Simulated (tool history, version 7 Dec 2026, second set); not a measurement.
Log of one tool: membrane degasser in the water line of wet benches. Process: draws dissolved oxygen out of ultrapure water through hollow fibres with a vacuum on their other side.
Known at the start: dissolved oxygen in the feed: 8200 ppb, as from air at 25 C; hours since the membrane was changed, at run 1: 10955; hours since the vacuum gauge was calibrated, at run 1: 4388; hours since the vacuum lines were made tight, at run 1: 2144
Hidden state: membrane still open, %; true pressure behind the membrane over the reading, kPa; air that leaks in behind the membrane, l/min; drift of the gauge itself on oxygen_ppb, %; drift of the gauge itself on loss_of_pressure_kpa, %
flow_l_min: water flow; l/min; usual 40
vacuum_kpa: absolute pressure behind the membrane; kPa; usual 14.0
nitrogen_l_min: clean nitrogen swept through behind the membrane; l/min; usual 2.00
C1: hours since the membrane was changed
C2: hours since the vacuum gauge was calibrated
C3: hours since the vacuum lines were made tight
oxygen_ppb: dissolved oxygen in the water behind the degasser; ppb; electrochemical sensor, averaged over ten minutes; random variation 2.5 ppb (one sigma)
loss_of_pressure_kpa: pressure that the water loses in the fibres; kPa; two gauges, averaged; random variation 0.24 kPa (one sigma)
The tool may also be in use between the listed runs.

Run 1, hour 0.0: usual settings; C1 10955; C2 4388; C3 2144. Result: oxygen_ppb 462.1 ppb, loss_of_pressure_kpa 61.88 kPa.
Run 2, hour 230.8: usual settings; C1 11186; C2 4618; C3 2374. Result: oxygen_ppb 461.9 ppb, loss_of_pressure_kpa 62.12 kPa.
Run 3, hour 417.2: usual settings but vacuum_kpa 10.7 kPa; C1 11373; C2 4805; C3 2561. Result: oxygen_ppb 329.0 ppb, loss_of_pressure_kpa 62.15 kPa.
Run 4, hour 663.3: usual settings but vacuum_kpa 10.7 kPa; C1 11619; C2 5051; C3 2807. Result: oxygen_ppb 333.7 ppb, loss_of_pressure_kpa 61.94 kPa.
Run 5, hour 877.3: usual settings but nitrogen_l_min 5.95 l/min; C1 11833; C2 5265; C3 3021. Result: oxygen_ppb 178.5 ppb, loss_of_pressure_kpa 62.04 kPa.
Run 6, hour 1125.4: usual settings but nitrogen_l_min 5.95 l/min; C1 12081; C2 5513; C3 3269. Result: oxygen_ppb 177.0 ppb, loss_of_pressure_kpa 61.98 kPa.
Run 7, hour 1320.2: usual settings but nitrogen_l_min 1.54 l/min; C1 12276; C2 5708; C3 3464. Result: oxygen_ppb 579.2 ppb, loss_of_pressure_kpa 61.76 kPa.
Run 8, hour 1573.9: usual settings but nitrogen_l_min 1.54 l/min; C1 12529; C2 5962; C3 3718. Result: oxygen_ppb 580.0 ppb, loss_of_pressure_kpa 61.63 kPa.
Run 9, hour 1705.4: usual settings but nitrogen_l_min 1.54 l/min; C1 12661; C2 6093; C3 3849. Result: oxygen_ppb 583.0 ppb, loss_of_pressure_kpa 62.08 kPa.
Run 10, hour 1923.2: usual settings but nitrogen_l_min 1.54 l/min; C1 12879; C2 6311; C3 4067. Result: oxygen_ppb 588.5 ppb, loss_of_pressure_kpa 61.88 kPa.
At hour 2162.9: vacuum gauge calibrated.
Run 11, hour 2180.0: usual settings; C1 13135; C2 17; C3 4323. Result: oxygen_ppb 470.2 ppb, loss_of_pressure_kpa 62.51 kPa.
At hour 2220.6: membrane cartridge changed.
Run 12, hour 2309.3: usual settings; C1 89; C2 142; C3 4449. Result: oxygen_ppb 470.6 ppb, loss_of_pressure_kpa 62.48 kPa.
Run 13, hour 2433.9: usual settings; C1 213; C2 267; C3 4573. Result: oxygen_ppb 477.0 ppb, loss_of_pressure_kpa 62.18 kPa.
At hour 2507.8: gauge calibrated.
Run 14, hour 2547.1: usual settings; C1 326; C2 380; C3 4686. Result: oxygen_ppb 461.5 ppb, loss_of_pressure_kpa 61.94 kPa.
Run 15, hour 2824.1: usual settings; C1 603; C2 657; C3 4963. Result: oxygen_ppb 460.9 ppb, loss_of_pressure_kpa 62.10 kPa.
Run 16, hour 2947.4: usual settings; C1 727; C2 781; C3 5087. Result: oxygen_ppb 459.2 ppb, loss_of_pressure_kpa 61.51 kPa.
Run 17, hour 3140.1: usual settings; C1 919; C2 973; C3 5279. Result: oxygen_ppb 463.5 ppb, loss_of_pressure_kpa 61.61 kPa.
Run 18, hour 3346.9: usual settings but vacuum_kpa 9.1 kPa, nitrogen_l_min 3.63 l/min; C1 1126; C2 1180; C3 5486. Result: oxygen_ppb 154.8 ppb, loss_of_pressure_kpa 62.07 kPa.
Run 19, hour 3501.6: usual settings but vacuum_kpa 9.1 kPa, nitrogen_l_min 3.63 l/min; C1 1281; C2 1335; C3 5641. Result: oxygen_ppb 155.8 ppb, loss_of_pressure_kpa 62.14 kPa.
Run 20, hour 3706.1: usual settings but vacuum_kpa 9.1 kPa, nitrogen_l_min 3.63 l/min; C1 1485; C2 1539; C3 5845. Result: oxygen_ppb 154.9 ppb, loss_of_pressure_kpa 62.35 kPa.
Run 21, hour 3936.7: usual settings but nitrogen_l_min 1.00 l/min; C1 1716; C2 1770; C3 6076. Result: oxygen_ppb 819.6 ppb, loss_of_pressure_kpa 61.85 kPa.
Run 22, hour 4085.4: usual settings but vacuum_kpa 32.3 kPa, nitrogen_l_min 5.37 l/min; C1 1865; C2 1919; C3 6225. Result: oxygen_ppb 505.0 ppb, loss_of_pressure_kpa 61.80 kPa.
Run 23, hour 4332.1: usual settings but vacuum_kpa 13.4 kPa, nitrogen_l_min 2.53 l/min; C1 2111; C2 2165; C3 6471. Result: oxygen_ppb 364.6 ppb, loss_of_pressure_kpa 61.96 kPa.
Run 24, hour 4466.7: usual settings but vacuum_kpa 13.4 kPa, nitrogen_l_min 2.53 l/min; C1 2246; C2 2300; C3 6606. Result: oxygen_ppb 365.8 ppb, loss_of_pressure_kpa 62.07 kPa.
Run 25, hour 4639.6: usual settings but flow_l_min 32 l/min, vacuum_kpa 19.3 kPa, nitrogen_l_min 2.53 l/min; C1 2419; C2 2473; C3 6779. Result: oxygen_ppb 465.6 ppb, loss_of_pressure_kpa 49.76 kPa.
Run 26, hour 4812.1: usual settings but vacuum_kpa 29.1 kPa; C1 2591; C2 2645; C3 6951. Result: oxygen_ppb 1059.2 ppb, loss_of_pressure_kpa 62.23 kPa.
At hour 4996.6: seals of the vacuum lines changed.
Run 27, hour 5045.2: usual settings but vacuum_kpa 9.4 kPa, nitrogen_l_min 1.40 l/min; C1 2823; C2 2876; C3 49. Result: oxygen_ppb 378.7 ppb, loss_of_pressure_kpa 61.59 kPa.
Run 28, hour 5268.9: usual settings but flow_l_min 33 l/min, vacuum_kpa 13.9 kPa, nitrogen_l_min 5.42 l/min; C1 3046; C2 3100; C3 272. Result: oxygen_ppb 160.3 ppb, loss_of_pressure_kpa 50.96 kPa.
Run 29, hour 5428.0: usual settings but flow_l_min 62 l/min, vacuum_kpa 13.4 kPa, nitrogen_l_min 2.39 l/min; C1 3205; C2 3259; C3 431. Result: oxygen_ppb 578.7 ppb, loss_of_pressure_kpa 96.11 kPa.
Run 30, hour 5646.9: usual settings but flow_l_min 31 l/min, vacuum_kpa 28.8 kPa, nitrogen_l_min 2.39 l/min; C1 3424; C2 3478; C3 650. Result: oxygen_ppb 733.3 ppb, loss_of_pressure_kpa 47.88 kPa.
At hour 5777.8: gauge calibrated.
Run 31, hour 5917.8: usual settings but flow_l_min 49 l/min, vacuum_kpa 13.5 kPa, nitrogen_l_min 0.90 l/min; C1 3695; C2 3749; C3 921. Result: oxygen_ppb 955.8 ppb, loss_of_pressure_kpa 76.17 kPa.
Run 32, hour 6105.2: usual settings but flow_l_min 31 l/min, vacuum_kpa 13.5 kPa, nitrogen_l_min 0.90 l/min; C1 3883; C2 3936; C3 1109. Result: oxygen_ppb 684.3 ppb, loss_of_pressure_kpa 47.85 kPa.
Run 33, hour 6316.7: usual settings but vacuum_kpa 15.7 kPa, nitrogen_l_min 1.64 l/min; C1 4094; C2 4148; C3 1320. Result: oxygen_ppb 623.7 ppb, loss_of_pressure_kpa 62.07 kPa.

Measured less the same run without the tool's hidden state. The same run-to-run variation is in both; the gauge's scatter may not be:
run  oxygen_ppb
  1        +0.6
  2        +1.8
  3        +2.2
  4        +3.2
  5        +2.0
  6        +2.6
  7        +9.5
  8       +11.2
  9       +12.1
 10       +13.7
 11       +11.5
 12       +12.1
 13       +13.0
 14        +0.3
 15        +1.8
 16        +2.4
 17        +3.4
 18        +1.6
 19        +1.8
 20        +2.2
 21       +13.5
 22        +9.1
 23        +7.7
 24        +8.3
 25       +11.3
 26       +27.5
 27       +11.1
 28        +5.0
 29       +19.2
 30       +25.7
 31        +2.5
 32        +3.3
 33        +4.4
loss_of_pressure_kpa: within 0.15 kPa of the measured result in every run.
